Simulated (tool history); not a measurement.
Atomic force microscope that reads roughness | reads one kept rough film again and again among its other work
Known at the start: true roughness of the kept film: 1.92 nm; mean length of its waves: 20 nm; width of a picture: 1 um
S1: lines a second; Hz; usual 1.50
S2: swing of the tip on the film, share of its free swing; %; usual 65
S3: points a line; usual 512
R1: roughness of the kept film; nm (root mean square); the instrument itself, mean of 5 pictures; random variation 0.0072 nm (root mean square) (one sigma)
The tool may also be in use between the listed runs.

run,day,S1,S2,S3,R1
1,0.000,1.50,65,512,1.436
# day 1.417: new tip fitted
2,2.429,1.50,65,512,1.246
# day 2.850: new tip fitted
# day 4.412: new tip fitted
3,4.588,1.50,65,512,1.428
# day 5.958: new tip fitted
4,6.033,1.50,65,512,1.453
# day 7.438: new tip fitted
5,8.667,1.50,65,512,1.202
# day 8.900: new tip fitted
# day 10.429: new tip fitted
6,11.562,1.50,65,512,1.237
# day 11.921: new tip fitted
7,13.242,1.50,65,512,1.198
# day 13.521: new tip fitted
# day 15.100: new tip fitted
8,16.292,1.50,65,512,1.227
# day 16.604: new tip fitted
# day 18.050: new tip fitted
9,18.217,1.50,65,512,1.419
# day 19.708: new tip fitted
10,20.596,1.50,65,512,1.243
# day 21.167: new tip fitted
11,22.021,3.54,65,381,1.161
# day 22.758: new tip fitted
# day 24.200: new tip fitted
12,25.279,0.84,57,905,1.294
# day 25.662: new tip fitted
# day 27.138: new tip fitted
13,28.067,0.84,57,905,1.291
# day 28.575: new tip fitted
# day 30.012: new tip fitted
14,30.846,0.84,57,905,1.292
# day 31.583: new tip fitted
# day 33.117: new tip fitted
15,33.117,1.50,59,512,1.497
# day 34.567: new tip fitted
# day 35.446: height scale calibrated on a step standard
16,35.946,1.50,59,512,1.231
# day 36.100: new tip fitted
17,37.371,1.50,59,512,1.242
# day 37.667: new tip fitted
# day 39.312: new tip fitted
18,40.471,1.50,59,512,1.222
# day 40.838: new tip fitted
# day 42.283: new tip fitted
19,43.454,1.50,59,512,1.265

3 ways to go on from here, each from the tool as it stands after run 19. What would each give?
# day 43.775: new tip fitted
A,44.883,1.73,64,744,?
# day 43.775: new tip fitted
B,44.883,0.62,65,557,?
# day 43.775: new tip fitted
C,44.883,3.57,58,512,?

run,R1
A,1.280
B,1.328
C,1.248
Without the tool's hidden state the same runs would have given:
run,R1
A,1.511
B,1.568
C,1.473
